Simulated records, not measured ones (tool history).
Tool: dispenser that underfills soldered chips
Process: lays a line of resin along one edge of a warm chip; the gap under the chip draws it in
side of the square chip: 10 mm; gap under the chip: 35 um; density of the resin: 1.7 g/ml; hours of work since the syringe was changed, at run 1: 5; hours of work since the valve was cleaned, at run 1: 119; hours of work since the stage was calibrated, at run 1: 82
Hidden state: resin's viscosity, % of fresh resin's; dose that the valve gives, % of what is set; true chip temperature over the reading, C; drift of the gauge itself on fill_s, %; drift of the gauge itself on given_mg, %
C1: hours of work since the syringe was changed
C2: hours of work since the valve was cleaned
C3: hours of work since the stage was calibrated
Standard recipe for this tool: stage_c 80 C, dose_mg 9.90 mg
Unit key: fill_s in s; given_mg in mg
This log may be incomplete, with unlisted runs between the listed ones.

Run 1, hour 0.0: usual settings; C1 5; C2 119; C3 82. Result: fill_s 196.3 s, given_mg 9.30 mg.
At hour 3.4: new syringe of resin.
Run 2, hour 5.5: usual settings but dose_mg 9.80 mg; C1 1; C2 122; C3 85. Result: fill_s 174.5 s, given_mg 9.07 mg.
Run 3, hour 8.0: usual settings but dose_mg 9.80 mg; C1 3; C2 124; C3 86. Result: fill_s 183.4 s, given_mg 9.12 mg.
Run 4, hour 11.8: usual settings but dose_mg 9.80 mg; C1 5; C2 126; C3 89. Result: fill_s 201.6 s, given_mg 9.10 mg.
Run 5, hour 14.7: usual settings but dose_mg 9.80 mg; C1 7; C2 128; C3 90. Result: fill_s 213.1 s, given_mg 9.12 mg.
At hour 15.2: new syringe of resin.
Run 6, hour 19.0: usual settings but dose_mg 9.80 mg; C1 2; C2 130; C3 93. Result: fill_s 176.8 s, given_mg 9.11 mg.
At hour 22.7: dispensing valve cleaned and set on the balance.
Run 7, hour 23.8: usual settings but dose_mg 9.80 mg; C1 5; C2 1; C3 95. Result: fill_s 193.3 s, given_mg 9.76 mg.
At hour 28.3: new syringe of resin.
Run 8, hour 29.4: usual settings but dose_mg 9.80 mg; C1 1; C2 4; C3 98. Result: fill_s 168.7 s, given_mg 9.78 mg.
Run 9, hour 34.6: usual settings but dose_mg 9.80 mg; C1 4; C2 7; C3 101. Result: fill_s 191.3 s, given_mg 9.73 mg.
At hour 40.1: new syringe of resin.
Run 10, hour 40.3: usual settings; C1 0; C2 10; C3 105. Result: fill_s 161.1 s, given_mg 9.91 mg.
Run 11, hour 44.0: usual settings but stage_c 89 C; C1 2; C2 12; C3 107. Result: fill_s 117.9 s, given_mg 9.84 mg.
Run 12, hour 47.7: usual settings but stage_c 66 C; C1 5; C2 15; C3 109. Result: fill_s 395.9 s, given_mg 9.86 mg.
At hour 52.2: new syringe of resin.
Run 13, hour 52.2: usual settings but stage_c 66 C; C1 0; C2 17; C3 112. Result: fill_s 332.5 s, given_mg 9.83 mg.
Run 14, hour 56.8: usual settings but stage_c 66 C; C1 3; C2 20; C3 114. Result: fill_s 372.3 s, given_mg 9.72 mg.
Run 15, hour 61.4: usual settings but dose_mg 9.08 mg; C1 6; C2 23; C3 117. Result: fill_s 208.6 s, given_mg 8.99 mg.
At hour 64.1: new syringe of resin.
Run 16, hour 66.5: usual settings; C1 1; C2 26; C3 120. Result: fill_s 172.2 s, given_mg 9.73 mg.
Run 17, hour 70.9: usual settings; C1 4; C2 28; C3 123. Result: fill_s 196.3 s, given_mg 9.71 mg.
At hour 76.1: new syringe of resin.
Run 18, hour 76.4: usual settings; C1 0; C2 31; C3 126. Result: fill_s 168.3 s, given_mg 9.72 mg.
Run 19, hour 81.1: usual settings but stage_c 88 C, dose_mg 11.20 mg; C1 3; C2 34; C3 129. Result: fill_s 129.7 s, given_mg 10.99 mg.
Run 20, hour 86.0: usual settings but stage_c 88 C, dose_mg 11.20 mg; C1 6; C2 37; C3 132. Result: fill_s 141.8 s, given_mg 10.98 mg.
At hour 88.2: new syringe of resin.
Run 21, hour 89.6: usual settings but stage_c 88 C, dose_mg 11.20 mg; C1 1; C2 39; C3 134. Result: fill_s 118.8 s, given_mg 10.96 mg.
Run 22, hour 92.9: usual settings but stage_c 69 C, dose_mg 9.86 mg; C1 3; C2 41; C3 136. Result: fill_s 324.1 s, given_mg 9.57 mg.
Run 23, hour 95.7: usual settings but stage_c 66 C, dose_mg 9.18 mg; C1 5; C2 43; C3 137. Result: fill_s 401.8 s, given_mg 9.01 mg.
Run 24, hour 99.2: usual settings but stage_c 66 C, dose_mg 10.77 mg; C1 7; C2 45; C3 139. Result: fill_s 449.6 s, given_mg 10.40 mg.
At hour 99.9: new syringe of resin.
Run 25, hour 105.1: usual settings but stage_c 76 C, dose_mg 10.50 mg; C1 3; C2 48; C3 143. Result: fill_s 228.3 s, given_mg 10.15 mg.
Run 26, hour 109.9: usual settings but stage_c 68 C, dose_mg 12.06 mg; C1 6; C2 51; C3 146. Result: fill_s 379.3 s, given_mg 11.73 mg.
At hour 111.6: new syringe of resin.
Run 27, hour 114.4: usual settings but stage_c 87 C, dose_mg 10.35 mg; C1 2; C2 54; C3 148. Result: fill_s 127.2 s, given_mg 10.07 mg.
Run 28, hour 119.7: usual settings but stage_c 85 C, dose_mg 11.74 mg; C1 5; C2 57; C3 151. Result: fill_s 157.4 s, given_mg 11.50 mg.
At hour 123.6: new syringe of resin.
Run 29, hour 123.6: usual settings but stage_c 68 C, dose_mg 12.00 mg; C1 0; C2 59; C3 154. Result: fill_s 299.8 s, given_mg 11.64 mg.
Run 30, hour 128.3: usual settings but stage_c 68 C, dose_mg 12.00 mg; C1 3; C2 62; C3 156. Result: fill_s 339.0 s, given_mg 11.59 mg.
Run 31, hour 133.3: usual settings but stage_c 68 C, dose_mg 12.00 mg; C1 6; C2 65; C3 159. Result: fill_s 379.4 s, given_mg 11.67 mg.
At hour 135.5: new syringe of resin.
Run 32, hour 138.5: usual settings but stage_c 68 C, dose_mg 12.00 mg; C1 2; C2 68; C3 162. Result: fill_s 326.1 s, given_mg 11.53 mg.
Run 33, hour 143.4: usual settings but stage_c 68 C, dose_mg 12.90 mg; C1 5; C2 71; C3 165. Result: fill_s 364.8 s, given_mg 12.39 mg.
At hour 147.4: new syringe of resin.
Run 34, hour 148.4: usual settings but stage_c 68 C, dose_mg 12.90 mg; C1 1; C2 74; C3 168. Result: fill_s 310.2 s, given_mg 12.39 mg.
Run 35, hour 153.5: usual settings but stage_c 85 C, dose_mg 9.31 mg; C1 4; C2 77; C3 171. Result: fill_s 155.0 s, given_mg 8.93 mg.

What if the next run were any one of these 5? Each begins from the tool's condition after run 35:
Run A, hour 156.1: usual settings but stage_c 82 C, dose_mg 9.89 mg; C1 5; C2 78; C3 173. Result: fill_s ?, given_mg ?.
Run B, hour 156.1: usual settings but stage_c 72 C, dose_mg 10.59 mg; C1 5; C2 78; C3 173. Result: fill_s ?, given_mg ?.
Run C, hour 156.1: usual settings but stage_c 66 C, dose_mg 9.55 mg; C1 5; C2 78; C3 173. Result: fill_s ?, given_mg ?.
Run D, hour 156.1: usual settings but stage_c 68 C; C1 5; C2 78; C3 173. Result: fill_s ?, given_mg ?.
Run E, hour 156.1: usual settings but stage_c 69 C, dose_mg 9.15 mg; C1 5; C2 78; C3 173. Result: fill_s ?, given_mg ?.

run  fill_s  given_mg
  A   188.7      9.52
  B   304.5     10.18
  C   426.0      9.08
  D   379.0      9.49
  E   363.5      8.72
The same runs, with their run-to-run variation unchanged, on a tool lacking any hidden condition would have given:
run  fill_s  given_mg
  A   145.7      9.95
  B   234.6     10.63
  C   327.0      9.49
  D   291.2      9.92
  E   278.8      9.11
